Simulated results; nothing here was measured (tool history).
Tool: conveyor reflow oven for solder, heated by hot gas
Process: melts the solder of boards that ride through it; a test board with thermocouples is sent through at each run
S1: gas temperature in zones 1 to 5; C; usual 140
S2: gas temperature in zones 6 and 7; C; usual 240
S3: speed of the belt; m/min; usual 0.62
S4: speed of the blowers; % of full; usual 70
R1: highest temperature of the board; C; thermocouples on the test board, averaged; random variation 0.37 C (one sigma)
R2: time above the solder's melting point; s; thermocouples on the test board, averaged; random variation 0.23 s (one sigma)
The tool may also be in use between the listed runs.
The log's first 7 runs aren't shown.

run	hour	S1	S2	S3	S4	R1	R2
8	226.9	140	240	0.62	70	218.5	44.9
9	265	138	240	0.62	70	218.3	44
10	288.1	143	240	0.62	70	218.2	46.1
# hour 320.4: belt drive overhauled, speed set with a stopwatch
11	329.6	143	240	0.62	70	219.1	46.8
12	350.5	143	240	0.62	70	217.7	47.1
# hour 393.5: thermocouples of zones 6 and 7 changed
13	400.9	140	240	0.62	70	219	46
14	428	140	240	0.712	70	214	36.5
15	460.6	140	240	0.712	70	213.4	36.3
16	489.6	140	240	0.62	70	219.1	46.2
17	511.9	140	240	0.62	70	218.3	46.1
18	548.9	140	240	0.61	70	219.5	47.2

Forecast run 19:
# hour 586.2: belt drive overhauled, speed set with a stopwatch, once more
19	598.3	140	240	0.61	70	?	?

Run 19 gave R1 217.2 C, R2 43.8 s.
Without the tool's hidden state the same run would have given R1 219.9 C, R2 45.7 s.

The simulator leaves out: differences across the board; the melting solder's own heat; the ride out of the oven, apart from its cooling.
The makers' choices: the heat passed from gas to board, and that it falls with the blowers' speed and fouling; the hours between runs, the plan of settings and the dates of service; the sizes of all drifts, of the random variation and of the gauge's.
